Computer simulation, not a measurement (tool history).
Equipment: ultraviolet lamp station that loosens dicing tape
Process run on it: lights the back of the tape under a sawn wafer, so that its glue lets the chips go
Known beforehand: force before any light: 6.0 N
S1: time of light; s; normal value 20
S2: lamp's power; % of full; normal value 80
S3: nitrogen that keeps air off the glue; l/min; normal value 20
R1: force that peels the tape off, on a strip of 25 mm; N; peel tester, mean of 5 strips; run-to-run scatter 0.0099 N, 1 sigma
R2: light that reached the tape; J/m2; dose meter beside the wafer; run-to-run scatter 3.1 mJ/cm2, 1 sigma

run 1 hour=0 | S1=20 S2=80 S3=20 | R1=0.558 R2=4240
run 2 hour=21.3 | S1=20 S2=80 S3=20 | R1=0.566 R2=4230
run 3 hour=50.3 | S1=20 S2=80 S3=20 | R1=0.576 R2=4220
run 4 hour=73.6 | S1=20 S2=62 S3=20 | R1=0.929 R2=3270
run 5 hour=92.7 | S1=20 S2=62 S3=20 | R1=0.945 R2=3200
run 6 hour=124.4 | S1=20 S2=80 S3=10 | R1=1.015 R2=4110
run 7 hour=151 | S1=20 S2=84 S3=15 | R1=0.684 R2=4360
run 8 hour=167.3 | S1=20 S2=84 S3=15 | R1=0.677 R2=4340
run 9 hour=196.1 | S1=20 S2=84 S3=15 | R1=0.692 R2=4300
run 10 hour=226.6 | S1=20 S2=92 S3=29 | R1=0.331 R2=4690
run 11 hour=247.1 | S1=20 S2=92 S3=29 | R1=0.339 R2=4680
run 12 hour=281.8 | S1=28 S2=68 S3=8 | R1=0.891 R2=4800

How would selected steps in R1 from run to run divide? Give the signed amount a tool lacking its hidden state would still show from settings, what came in and random variation, and the signed amount left for the hidden state, including any gauge scatter that is not in both of the compared results.
Hidden conditions of the tool in this case: lamp's light, % of a new lamp's; light that the window lets through, % of a clean one's; drift of the gauge itself on peel_n, %; drift of the gauge itself on dose_mj_cm2, %.
Run 11 -> 12: S1 20 -> 28, S2 92 -> 68, S3 29 -> 8. R1 +0.552 N: hidden state +0.142, all else +0.41.
